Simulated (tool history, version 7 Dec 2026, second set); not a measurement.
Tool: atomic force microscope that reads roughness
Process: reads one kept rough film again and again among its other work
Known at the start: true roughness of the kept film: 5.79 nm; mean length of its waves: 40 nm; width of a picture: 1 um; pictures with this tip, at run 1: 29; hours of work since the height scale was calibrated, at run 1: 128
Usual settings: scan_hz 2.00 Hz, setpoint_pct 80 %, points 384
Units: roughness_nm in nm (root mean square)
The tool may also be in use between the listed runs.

| run | day | scan_hz | setpoint_pct | points | pictures with this tip | hours of work since the height scale was calibrated | roughness_nm |
|---|---|---|---|---|---|---|---|
| 1 | 0.000 | 2.00 | 80 | 384 | 29 | 128 | 4.570 |
| 2 | 0.229 | 2.00 | 80 | 526 | 34 | 130 | 4.536 |
| 3 | 0.408 | 2.00 | 80 | 953 | 38 | 132 | 4.465 |
| 4 | 0.746 | 2.00 | 80 | 953 | 45 | 136 | 4.420 |
| 5 | 1.062 | 2.00 | 80 | 953 | 52 | 140 | 4.355 |
| 6 | 1.371 | 2.00 | 80 | 953 | 59 | 143 | 4.281 |
| 7 | 1.583 | 0.68 | 80 | 953 | 64 | 146 | 4.512 |
| 8 | 1.821 | 0.68 | 80 | 953 | 69 | 148 | 4.473 |
| 9 | 1.988 | 0.68 | 80 | 953 | 73 | 150 | 4.458 |
| 10 | 2.329 | 0.68 | 80 | 953 | 80 | 154 | 4.397 |
| 11 | 2.604 | 2.00 | 80 | 384 | 86 | 157 | 4.063 |
|  | 2.654 | new tip fitted |
| 12 | 2.933 | 2.00 | 80 | 384 | 6 | 161 | 4.775 |
| 13 | 3.175 | 2.00 | 80 | 484 | 11 | 163 | 4.684 |
| 14 | 3.421 | 2.00 | 80 | 816 | 17 | 166 | 4.662 |
| 15 | 3.588 | 2.00 | 80 | 384 | 20 | 168 | 4.674 |
| 16 | 3.750 | 2.00 | 80 | 517 | 24 | 170 | 4.594 |
| 17 | 3.933 | 2.00 | 80 | 517 | 28 | 172 | 4.532 |
| 18 | 4.150 | 2.00 | 80 | 384 | 33 | 174 | 4.470 |
| 19 | 4.538 | 2.00 | 80 | 384 | 41 | 179 | 4.382 |
| 20 | 4.808 | 2.00 | 80 | 384 | 47 | 182 | 4.310 |
| 21 | 5.179 | 2.00 | 80 | 384 | 55 | 186 | 4.255 |
| 22 | 5.400 | 1.15 | 55 | 384 | 60 | 188 | 4.584 |
| 23 | 5.621 | 1.15 | 55 | 384 | 65 | 191 | 4.542 |
| 24 | 5.896 | 1.26 | 71 | 376 | 71 | 194 | 4.376 |
| 25 | 6.254 | 0.90 | 89 | 310 | 79 | 198 | 4.171 |
|  | 6.612 | new tip fitted |
| 26 | 6.667 | 0.90 | 89 | 310 | 1 | 202 | 5.002 |
| 27 | 6.892 | 1.74 | 77 | 384 | 6 | 205 | 4.940 |
| 28 | 7.162 | 1.91 | 80 | 521 | 12 | 208 | 4.734 |
| 29 | 7.533 | 0.79 | 66 | 530 | 20 | 212 | 5.052 |
| 30 | 7.862 | 2.00 | 80 | 955 | 27 | 216 | 4.583 |
| 31 | 8.112 | 1.33 | 80 | 955 | 33 | 218 | 4.687 |
| 32 | 8.292 | 1.33 | 80 | 955 | 37 | 220 | 4.625 |
| 33 | 8.492 | 1.33 | 80 | 955 | 41 | 223 | 4.544 |
| 34 | 8.658 | 3.85 | 80 | 452 | 45 | 225 | 4.005 |
| 35 | 8.842 | 2.00 | 80 | 405 | 49 | 227 | 4.334 |
| 36 | 9.217 | 0.67 | 80 | 513 | 57 | 231 | 4.531 |
| 37 | 9.396 | 1.40 | 80 | 535 | 61 | 233 | 4.347 |
| 38 | 9.683 | 0.70 | 55 | 938 | 67 | 236 | 4.568 |
| 39 | 9.862 | 0.87 | 81 | 543 | 71 | 238 | 4.386 |
| 40 | 10.183 | 2.80 | 65 | 633 | 78 | 242 | 4.239 |

How the hidden state differs across the entries between the runs, from the last listed run before each to the first after it:
Between runs 11 and 12: new tip fitted (day 2.654)
  radius of the tip, nm: 20.5 -> 6.6; height scale over the true one, %: 0.36 -> 0.37
  measured less the result without the state, roughness_nm: -0.821 -> -0.082 nm (root mean square)
Between runs 25 and 26: new tip fitted (day 6.612)
  radius of the tip, nm: 20.7 -> 5.5; height scale over the true one, %: 0.42 -> 0.43
  measured less the result without the state, roughness_nm: -0.850 -> -0.015 nm (root mean square)
